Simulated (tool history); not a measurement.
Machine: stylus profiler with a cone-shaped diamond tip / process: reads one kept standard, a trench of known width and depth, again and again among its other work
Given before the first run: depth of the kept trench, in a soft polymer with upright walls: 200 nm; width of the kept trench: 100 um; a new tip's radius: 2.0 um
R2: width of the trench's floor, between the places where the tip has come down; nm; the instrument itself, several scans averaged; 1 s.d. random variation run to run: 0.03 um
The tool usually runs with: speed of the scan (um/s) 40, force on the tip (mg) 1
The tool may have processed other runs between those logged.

Run 1, hour 0: usual settings. Result: depth of the trench (Å) 2016.2, R2 96830 nm.
Run 2, hour 60.4: usual settings. Result: depth of the trench (Å) 2016.1, R2 96790 nm.
At hour 103.4: new tip fitted, height scale calibrated.
Run 3, hour 111: usual settings but speed of the scan (um/s) 13. Result: depth of the trench (Å) 2010, R2 98190 nm.
Run 4, hour 184.4: usual settings but force on the tip (mg) 2.11. Result: depth of the trench (Å) 2017.5, R2 97940 nm.
Run 5, hour 234.3: usual settings but force on the tip (mg) 2.11. Result: depth of the trench (Å) 2017.4, R2 97980 nm.
Run 6, hour 299.2: usual settings but speed of the scan (um/s) 122. Result: depth of the trench (Å) 2010.8, R2 97350 nm.
Run 7, hour 361.8: usual settings but force on the tip (mg) 2.49. Result: depth of the trench (Å) 2019.5, R2 97910 nm.
Run 8, hour 404.6: usual settings. Result: depth of the trench (Å) 2010.6, R2 97800 nm.
Run 9, hour 472.6: usual settings. Result: depth of the trench (Å) 2010.3, R2 97830 nm.
Run 10, hour 525.5: usual settings. Result: depth of the trench (Å) 2010.5, R2 97760 nm.
Run 11, hour 580.1: usual settings. Result: depth of the trench (Å) 2011.9, R2 97720 nm.
Run 12, hour 643.7: usual settings. Result: depth of the trench (Å) 2011.3, R2 97740 nm.
At hour 649.1: height scale calibrated on a step standard.
Run 13, hour 698.4: usual settings. Result: depth of the trench (Å) 2010.8, R2 97660 nm.
Run 14, hour 779.9: usual settings. Result: depth of the trench (Å) 2011.2, R2 97650 nm.
Run 15, hour 825.2: usual settings but force on the tip (mg) 2.09. Result: depth of the trench (Å) 2018.4, R2 97690 nm.
Run 16, hour 883.8: usual settings but force on the tip (mg) 2.09. Result: depth of the trench (Å) 2018.6, R2 97740 nm.
Run 17, hour 946.5: usual settings but speed of the scan (um/s) 59. Result: depth of the trench (Å) 2012.5, R2 97440 nm.
Run 18, hour 987: usual settings but speed of the scan (um/s) 18. Result: depth of the trench (Å) 2011.8, R2 97730 nm.
Run 19, hour 1059.4: usual settings but speed of the scan (um/s) 18. Result: depth of the trench (Å) 2013.1, R2 97690 nm.
Run 20, hour 1096.1: usual settings but speed of the scan (um/s) 38. Result: depth of the trench (Å) 2012.6, R2 97570 nm.
Run 21, hour 1155.2: usual settings but speed of the scan (um/s) 38. Result: depth of the trench (Å) 2012.5, R2 97480 nm.
At hour 1180.2: height scale calibrated on a step standard, once more.
Run 22, hour 1240: usual settings but speed of the scan (um/s) 146. Result: depth of the trench (Å) 2010, R2 96780 nm.
Run 23, hour 1323.6: usual settings. Result: depth of the trench (Å) 2010.6, R2 97480 nm.
Run 24, hour 1375.8: usual settings but speed of the scan (um/s) 58. Result: depth of the trench (Å) 2010, R2 97280 nm.
Run 25, hour 1419.8: usual settings but speed of the scan (um/s) 100, force on the tip (mg) 2.98. Result: depth of the trench (Å) 2021.8, R2 97290 nm.
Run 26, hour 1489.4: usual settings but speed of the scan (um/s) 59, force on the tip (mg) 2.06. Result: depth of the trench (Å) 2016.9, R2 97370 nm.
Run 27, hour 1562.8: usual settings but speed of the scan (um/s) 77, force on the tip (mg) 0.85. Result: depth of the trench (Å) 2009.6, R2 97020 nm.
Run 28, hour 1646: usual settings but speed of the scan (um/s) 53, force on the tip (mg) 1.22. Result: depth of the trench (Å) 2012.7, R2 97230 nm.
Run 29, hour 1730.6: usual settings but speed of the scan (um/s) 53, force on the tip (mg) 1.22. Result: depth of the trench (Å) 2012.7, R2 97250 nm.
Run 30, hour 1769.4: usual settings but speed of the scan (um/s) 53, force on the tip (mg) 1.22. Result: depth of the trench (Å) 2012.7, R2 97250 nm.
Run 31, hour 1826.1: usual settings but speed of the scan (um/s) 53, force on the tip (mg) 1.22. Result: depth of the trench (Å) 2012.3, R2 97230 nm.
Run 32, hour 1902.8: usual settings but speed of the scan (um/s) 53, force on the tip (mg) 1.22. Result: depth of the trench (Å) 2013.3, R2 97230 nm.
Run 33, hour 1941.3: usual settings but speed of the scan (um/s) 159, force on the tip (mg) 2.34. Result: depth of the trench (Å) 2019.8, R2 96810 nm.
Run 34, hour 2013.6: usual settings but speed of the scan (um/s) 159, force on the tip (mg) 2.34. Result: depth of the trench (Å) 2019.5, R2 96740 nm.
Run 35, hour 2084.2: usual settings but speed of the scan (um/s) 17, force on the tip (mg) 0.41. Result: depth of the trench (Å) 2007.7, R2 97220 nm.
Run 36, hour 2123.7: usual settings but speed of the scan (um/s) 17, force on the tip (mg) 1.11. Result: depth of the trench (Å) 2012.4, R2 97300 nm.
Run 37, hour 2182.7: usual settings but speed of the scan (um/s) 71, force on the tip (mg) 1.72. Result: depth of the trench (Å) 2016.2, R2 97030 nm.
Run 38, hour 2250.5: usual settings but speed of the scan (um/s) 101, force on the tip (mg) 0.4. Result: depth of the trench (Å) 2007.3, R2 96290 nm.
Run 39, hour 2329.8: usual settings but speed of the scan (um/s) 31, force on the tip (mg) 1.02. Result: depth of the trench (Å) 2011.7, R2 97160 nm.
Run 40, hour 2413.4: usual settings but speed of the scan (um/s) 31, force on the tip (mg) 1.02. Result: depth of the trench (Å) 2012.9, R2 97070 nm.
Run 41, hour 2480.3: usual settings but speed of the scan (um/s) 39, force on the tip (mg) 1.02. Result: depth of the trench (Å) 2012.3, R2 97070 nm.
Run 42, hour 2554: usual settings but speed of the scan (um/s) 114, force on the tip (mg) 1.07. Result: depth of the trench (Å) 2013.4, R2 96520 nm.
Run 43, hour 2630.2: usual settings but speed of the scan (um/s) 64, force on the tip (mg) 2.48. Result: depth of the trench (Å) 2021.7, R2 96940 nm.
Run 44, hour 2668.3: usual settings but speed of the scan (um/s) 20, force on the tip (mg) 0.35. Result: depth of the trench (Å) 2007.6, R2 97040 nm.
Run 45, hour 2719.4: usual settings but speed of the scan (um/s) 41, force on the tip (mg) 0.94. Result: depth of the trench (Å) 2012.4, R2 96880 nm.
Run 46, hour 2763.4: usual settings but force on the tip (mg) 0.49. Result: depth of the trench (Å) 2009.5, R2 96870 nm.
Run 47, hour 2807.2: usual settings but speed of the scan (um/s) 70, force on the tip (mg) 2.16. Result: depth of the trench (Å) 2020.7, R2 96840 nm.

Below are 3 alternative next runs, each starting from the tool's condition after run 47. Predict each:
Run A, hour 2843.5: usual settings but speed of the scan (um/s) 17, force on the tip (mg) 2.16. Result: depth of the trench (Å) ?, R2 ?.
Run B, hour 2843.5: usual settings but speed of the scan (um/s) 18, force on the tip (mg) 1.88. Result: depth of the trench (Å) ?, R2 ?.
Run C, hour 2843.5: usual settings but speed of the scan (um/s) 60, force on the tip (mg) 1.26. Result: depth of the trench (Å) ?, R2 ?.

run  depth of the trench (Å)     R2
  A                     2020  97090
  B                   2018.6  97110
  C                   2015.1  96810
Without the tool's hidden state the same runs would have given:
run  depth of the trench (Å)     R2
  A                   2017.3  98160
  B                     2016  98180
  C                   2012.5  97880
